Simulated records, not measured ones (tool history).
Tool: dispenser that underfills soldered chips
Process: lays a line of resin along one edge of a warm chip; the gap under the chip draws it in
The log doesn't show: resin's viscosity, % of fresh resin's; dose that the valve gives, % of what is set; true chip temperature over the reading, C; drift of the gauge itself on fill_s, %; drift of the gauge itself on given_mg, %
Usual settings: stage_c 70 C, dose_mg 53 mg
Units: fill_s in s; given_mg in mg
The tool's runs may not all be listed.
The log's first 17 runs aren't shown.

run     day  stage_c  dose_mg  hours of work since the syringe was changed  hours of work since the valve was cleaned  hours of work since the stage was calibrated  fill_s  given_mg
      5.812  -- new syringe of resin
 18   5.888       70       53                                            1                                         25                                           432   163.1      51.8
      6.333  -- new syringe of resin
 19   6.338       55       65                                            0                                         32                                           439   322.9     62.93
 20   6.812       55       65                                            8                                         40                                           448   598.9     62.43
      6.858  -- new syringe of resin
 21   7.038       55       65                                            3                                         44                                           451   408.7      62.5
 22   7.325       71       65                                            8                                         49                                           456   258.8     62.24
      7.371  -- new syringe of resin
 23   7.779       67     64.2                                            7                                         57                                           464   287.9     60.51
      7.892  -- dispensing valve cleaned and set on the balance
       7.95  -- new syringe of resin
 24   8.279       65     52.7                                            6                                          7                                           472   300.1     52.93
      8.475  -- new syringe of resin
 25    8.75       78       53                                            5                                         14                                           480     142     52.32
          9  -- new syringe of resin
 26   9.196       65     52.5                                            3                                         22                                           487   250.2     51.42
      9.521  -- new syringe of resin
 27   9.679       65     52.5                                            3                                         30                                           495   245.2     51.02
     10.042  -- new syringe of resin
 28  10.054       65     52.5                                            0                                         36                                           502   198.4     50.63
 29  10.325       66     46.7                                            5                                         41                                           506   277.7     45.19
     10.558  -- new syringe of resin
 30  10.792       59     46.7                                            4                                         49                                           514   370.4     44.79
     11.075  -- new syringe of resin
 31  11.283       59     46.7                                            4                                         57                                           523   364.7     44.55
     11.371  -- dispensing valve cleaned and set on the balance
     11.625  -- new syringe of resin
 32  11.708       59     45.3                                            1                                          6                                           529     303     45.23
      12.15  -- new syringe of resin
 33  12.238       76     50.2                                            2                                         15                                           538   129.2      49.4
 34  12.625       76     50.2                                            8                                         21                                           545     214     49.28
     12.683  -- new syringe of resin
 35  13.117       76       53                                            8                                         30                                           553   202.3     51.66
       13.2  -- new syringe of resin
 36  13.508       76     59.1                                            5                                         36                                           560   163.4     57.57

Forecast each of these 3 alternatives for the next run:
     13.708  -- new syringe of resin
  A  13.788       74     52.7                                            1                                         41                                           564       ?         ?
     13.708  -- new syringe of resin
  B  13.788       70     64.6                                            1                                         41                                           564       ?         ?
     13.708  -- new syringe of resin
  C  13.788       63     67.3                                            1                                         41                                           564       ?         ?

run  fill_s  given_mg
  A   141.6      50.8
  B   167.1      62.4
  C   243.3      65.2
Without the tool's hidden state the same runs would have given:
run  fill_s  given_mg
  A   112.3     52.76
  B   132.7      64.8
  C   192.5     67.71
